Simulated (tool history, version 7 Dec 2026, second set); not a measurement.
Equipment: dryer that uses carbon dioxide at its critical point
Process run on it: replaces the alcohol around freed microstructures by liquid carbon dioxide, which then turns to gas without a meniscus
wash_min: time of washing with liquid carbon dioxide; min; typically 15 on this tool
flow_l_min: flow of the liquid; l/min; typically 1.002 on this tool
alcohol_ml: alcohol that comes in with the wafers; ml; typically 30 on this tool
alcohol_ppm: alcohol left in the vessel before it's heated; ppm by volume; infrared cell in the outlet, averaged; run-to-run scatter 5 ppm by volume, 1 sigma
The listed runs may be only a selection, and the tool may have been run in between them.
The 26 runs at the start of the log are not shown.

run,hour,wash_min,flow_l_min,alcohol_ml,hours of work since the filter was changed,hours of work since the purifier's bed was changed,alcohol_ppm
27,366.9,15,1.55,107,419,289,89
28,385.6,15,0.85,30,428,297,201
29,402.3,13,0.97,36,435,305,225
30,419.8,13,0.97,36,443,313,245
31,433.9,13,0.97,36,450,319,233
32,449.1,13,0.97,36,456,326,238
33,462.2,11,1.002,30,462,332,321
34,477.2,13,1.002,58,469,338,314
35,489.2,13,1.002,58,475,344,304
36,504.6,13,1.002,58,482,351,318
37,517,21,1.11,82,487,356,94
38,528.7,15,1.002,83,492,362,250
39,542,15,1.002,83,498,368,244
40,555.7,15,0.76,46,505,374,412
41,574.3,15,0.76,46,513,382,424
42,585.7,12,1.02,34,518,387,278
43,604,15,1.002,21,526,396,135
44,620.1,9,1.002,30,534,403,634

Consider 3 possible next runs. They are alternatives, not a sequence: every one starts from the tool as it was left by run 44. What does each give?
A,637.5,24,1.002,30,541,411,?
B,637.5,11,1.09,37,541,411,?
C,637.5,11,0.78,30,541,411,?

run,alcohol_ppm
A,98
B,336
C,719
What these runs would have given with no unlogged condition in the tool:
run,alcohol_ppm
A,3
B,133
C,405
